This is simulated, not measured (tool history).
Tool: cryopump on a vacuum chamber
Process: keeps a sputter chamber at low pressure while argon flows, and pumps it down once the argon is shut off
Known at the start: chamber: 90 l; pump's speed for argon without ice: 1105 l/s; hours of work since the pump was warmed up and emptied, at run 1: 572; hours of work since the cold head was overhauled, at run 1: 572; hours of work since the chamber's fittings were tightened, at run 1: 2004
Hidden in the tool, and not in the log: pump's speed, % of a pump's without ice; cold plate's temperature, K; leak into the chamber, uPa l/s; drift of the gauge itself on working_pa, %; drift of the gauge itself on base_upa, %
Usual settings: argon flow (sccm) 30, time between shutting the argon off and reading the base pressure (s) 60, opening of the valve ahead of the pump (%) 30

run	day	argon flow (sccm)	time between shutting the argon off and reading the base pressure (s)	opening of the valve ahead of the pump (%)	hours of work since the pump was warmed up and emptied	hours of work since the cold head was overhauled	hours of work since the chamber's fittings were tightened	pressure while argon flows (Pa)	pressure after the wait (uPa)
1	0.000	30	60	30	572	572	2004	0.1589	3.54
2	2.588	44	60	30	627	627	2060	0.2346	3.56
3	7.142	44	60	30	725	725	2157	0.2369	3.73
4	10.121	44	60	30	789	789	2221	0.2360	3.88
5	13.679	30	60	30	865	865	2298	0.1616	4.05
6	16.942	30	60	30	935	935	2367	0.1638	4.15
7	21.246	30	60	30	1027	1027	2460	0.1643	4.34
8	24.496	30	60	30	1097	1097	2529	0.1655	4.51
9	27.242	30	60	30	1156	1156	2588	0.1678	4.69

Forecast run 10:
# day 28.738: pump warmed up, emptied and cooled again
10	29.483	30	60	25	16	1199	2632	?	?

{"run 10": {"pressure while argon flows (Pa)": 0.1846, "pressure after the wait (uPa)": 3.95}}
Without the tool's hidden state the same run would have given pressure while argon flows (Pa) 0.1835, pressure after the wait (uPa) 1.44.
